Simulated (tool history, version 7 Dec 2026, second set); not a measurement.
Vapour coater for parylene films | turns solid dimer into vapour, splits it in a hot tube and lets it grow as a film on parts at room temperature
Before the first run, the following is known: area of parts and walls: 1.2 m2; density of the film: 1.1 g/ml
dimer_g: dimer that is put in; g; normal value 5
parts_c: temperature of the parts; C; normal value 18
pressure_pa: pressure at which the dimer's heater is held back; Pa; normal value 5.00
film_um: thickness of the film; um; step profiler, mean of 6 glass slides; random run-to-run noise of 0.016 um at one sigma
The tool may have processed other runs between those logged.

run	hour	dimer_g	parts_c	pressure_pa	film_um
1	0.0	5	18	5.00	2.38
2	12.0	5	18	5.00	2.39
3	30.6	5	18	5.00	2.37
4	40.3	5	18	5.00	2.36
5	56.3	5	18	5.00	2.33
6	72.3	5	18	5.00	2.37
7	86.0	5	18	5.00	2.38
8	102.1	5	18	5.00	2.35
9	113.4	5	18	5.00	2.37
10	132.1	5	18	5.00	2.37
# hour 137.5: trap's valve overhauled
11	152.7	5	12	5.00	2.93
12	167.6	5	12	5.00	2.95
# hour 177.1: trap's valve overhauled, once more
13	185.0	5	12	5.00	3.11
14	201.2	4	18	3.65	2.07
15	217.2	4	14	2.16	2.62
16	226.6	4	14	2.16	2.63
17	241.9	4	14	2.16	2.64
18	258.7	5	23	5.00	1.96
19	278.5	5	23	5.00	1.97
20	295.0	5	23	5.00	1.99
21	306.9	4	16	5.00	2.12
22	324.9	5	11	2.78	3.55

Forecast each of these 4 alternatives for the next run:
A	344.6	2	19	3.10	?
B	344.6	5	19	2.86	?
C	344.6	5	30	5.00	?
D	344.6	2	25	2.08	?

run	film_um
A	1.00
B	2.55
C	1.49
D	0.84
With no hidden state in the tool, these same runs would have given:
run	film_um
A	0.99
B	2.54
C	1.49
D	0.84
